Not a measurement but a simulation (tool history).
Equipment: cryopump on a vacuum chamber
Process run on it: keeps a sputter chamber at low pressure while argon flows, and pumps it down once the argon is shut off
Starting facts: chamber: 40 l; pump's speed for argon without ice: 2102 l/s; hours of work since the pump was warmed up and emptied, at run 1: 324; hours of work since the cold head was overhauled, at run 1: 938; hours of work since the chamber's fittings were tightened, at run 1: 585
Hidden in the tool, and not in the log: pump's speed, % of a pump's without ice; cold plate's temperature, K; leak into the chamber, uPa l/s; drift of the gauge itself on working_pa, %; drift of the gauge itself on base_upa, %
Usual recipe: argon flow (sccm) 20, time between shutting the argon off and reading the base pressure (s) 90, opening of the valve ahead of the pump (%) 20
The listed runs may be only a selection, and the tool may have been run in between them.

| run | hour | argon flow (sccm) | time between shutting the argon off and reading the base pressure (s) | opening of the valve ahead of the pump (%) | hours of work since the pump was warmed up and emptied | hours of work since the cold head was overhauled | hours of work since the chamber's fittings were tightened | pressure while argon flows (Pa) | pressure after the wait (uPa) |
|---|---|---|---|---|---|---|---|---|---|
| 1 | 0 | 20 | 90 | 20 | 324 | 938 | 585 | 0.082 | 1.26 |
| 2 | 99.2 | 20 | 90 | 20 | 393 | 1007 | 654 | 0.0825 | 1.32 |
| 3 | 186.9 | 20 | 209 | 20 | 454 | 1069 | 716 | 0.0835 | 0.98 |
| 4 | 264.9 | 20 | 209 | 20 | 509 | 1123 | 770 | 0.0823 | 0.99 |
|  | 292.8 | pump warmed up, emptied and cooled again |
| 5 | 382.5 | 20 | 90 | 20 | 63 | 1202 | 849 | 0.0811 | 1.34 |
| 6 | 484.2 | 20 | 90 | 20 | 134 | 1273 | 920 | 0.0813 | 1.39 |
| 7 | 587.1 | 20 | 90 | 20 | 206 | 1345 | 992 | 0.0816 | 1.41 |
| 8 | 695.5 | 20 | 90 | 20 | 282 | 1421 | 1068 | 0.0817 | 1.49 |
| 9 | 766 | 20 | 90 | 20 | 331 | 1470 | 1117 | 0.0815 | 1.62 |
| 10 | 834.5 | 20 | 90 | 20 | 379 | 1518 | 1165 | 0.0834 | 1.57 |
| 11 | 935.8 | 20 | 90 | 20 | 450 | 1589 | 1236 | 0.082 | 1.63 |
| 12 | 1006.8 | 20 | 53 | 20 | 500 | 1639 | 1286 | 0.083 | 2.14 |
|  | 1047.7 | pump warmed up, emptied and cooled again |
| 13 | 1135 | 32 | 90 | 20 | 61 | 1725 | 1372 | 0.1286 | 1.64 |
| 14 | 1251.3 | 20 | 90 | 20 | 142 | 1806 | 1453 | 0.0819 | 1.67 |
| 15 | 1380.5 | 20 | 165 | 20 | 233 | 1897 | 1544 | 0.0824 | 1.47 |
| 16 | 1506.7 | 20 | 165 | 25 | 321 | 1985 | 1632 | 0.0657 | 1.56 |
| 17 | 1572.6 | 12 | 165 | 25 | 367 | 2031 | 1678 | 0.0397 | 1.57 |
| 18 | 1656.1 | 12 | 24 | 24 | 426 | 2090 | 1737 | 0.042 | 3.82 |
| 19 | 1774.6 | 24 | 107 | 24 | 509 | 2172 | 1820 | 0.0837 | 1.89 |
|  | 1803.7 | pump warmed up, emptied and cooled again |
| 20 | 1835.3 | 22 | 62 | 31 | 22 | 2211 | 1859 | 0.0576 | 2.18 |
| 21 | 1951.4 | 22 | 38 | 31 | 103 | 2293 | 1940 | 0.057 | 2.94 |
| 22 | 2020.8 | 12 | 187 | 20 | 152 | 2341 | 1988 | 0.0487 | 1.65 |
| 23 | 2111 | 12 | 187 | 20 | 215 | 2404 | 2051 | 0.0498 | 1.69 |
| 24 | 2180.3 | 12 | 187 | 20 | 263 | 2453 | 2100 | 0.0493 | 1.72 |
| 25 | 2291.9 | 18 | 127 | 18 | 342 | 2531 | 2178 | 0.0824 | 1.9 |
| 26 | 2386.5 | 20 | 47 | 47 | 408 | 2597 | 2244 | 0.0364 | 2.87 |
| 27 | 2511.8 | 33 | 277 | 23 | 495 | 2685 | 2332 | 0.12 | 1.85 |
|  | 2547.1 | leaking fittings of the chamber tightened, without venting |
|  | 2564.4 | pump warmed up, emptied and cooled again |
| 28 | 2640.4 | 20 | 269 | 17 | 53 | 2770 | 62 | 0.095 | 0.41 |
| 29 | 2730.8 | 21 | 269 | 21 | 116 | 2833 | 125 | 0.0808 | 0.48 |
| 30 | 2789.6 | 21 | 161 | 21 | 158 | 2874 | 166 | 0.0822 | 0.65 |
| 31 | 2868.7 | 8 | 25 | 42 | 213 | 2930 | 222 | 0.0155 | 2.86 |
| 32 | 2924 | 27 | 90 | 57 | 252 | 2968 | 260 | 0.0393 | 1 |
| 33 | 3050.5 | 39 | 75 | 29 | 340 | 3057 | 349 | 0.1115 | 1.22 |

Hidden state or all else? Some run-to-run changes of pressure while argon flows (Pa), split into what the settings, what came in and random variation would give without the hidden state, and what is left for the hidden state (with any gauge scatter that isn't in both results):
Run 4 -> 5: time between shutting the argon off and reading the base pressure (s) 209 -> 90, pump warmed up, emptied and cooled again. pressure while argon flows (Pa) -0.0012: hidden state -0.0026, all else +0.0014.
Run 19 -> 20: argon flow (sccm) 24 -> 22, time between shutting the argon off and reading the base pressure (s) 107 -> 62, opening of the valve ahead of the pump (%) 24 -> 31, pump warmed up, emptied and cooled again. pressure while argon flows (Pa) -0.0261: hidden state -0.0029, all else -0.0232.
Run 26 -> 27: argon flow (sccm) 20 -> 33, time between shutting the argon off and reading the base pressure (s) 47 -> 277, opening of the valve ahead of the pump (%) 47 -> 23. pressure while argon flows (Pa) +0.0836: hidden state +0.0022, all else +0.0814.
Run 27 -> 28: argon flow (sccm) 33 -> 20, time between shutting the argon off and reading the base pressure (s) 277 -> 269, opening of the valve ahead of the pump (%) 23 -> 17, leaking fittings of the chamber tightened, without venting, pump warmed up, emptied and cooled again. pressure while argon flows (Pa) -0.025: hidden state -0.0038, all else -0.0212.
Run 30 -> 31: argon flow (sccm) 21 -> 8, time between shutting the argon off and reading the base pressure (s) 161 -> 25, opening of the valve ahead of the pump (%) 21 -> 42. pressure while argon flows (Pa) -0.0667: hidden state -0.0006, all else -0.0661.
Run 32 -> 33: argon flow (sccm) 27 -> 39, time between shutting the argon off and reading the base pressure (s) 90 -> 75, opening of the valve ahead of the pump (%) 57 -> 29. pressure while argon flows (Pa) +0.0722: hidden state +0.0018, all else +0.0704.
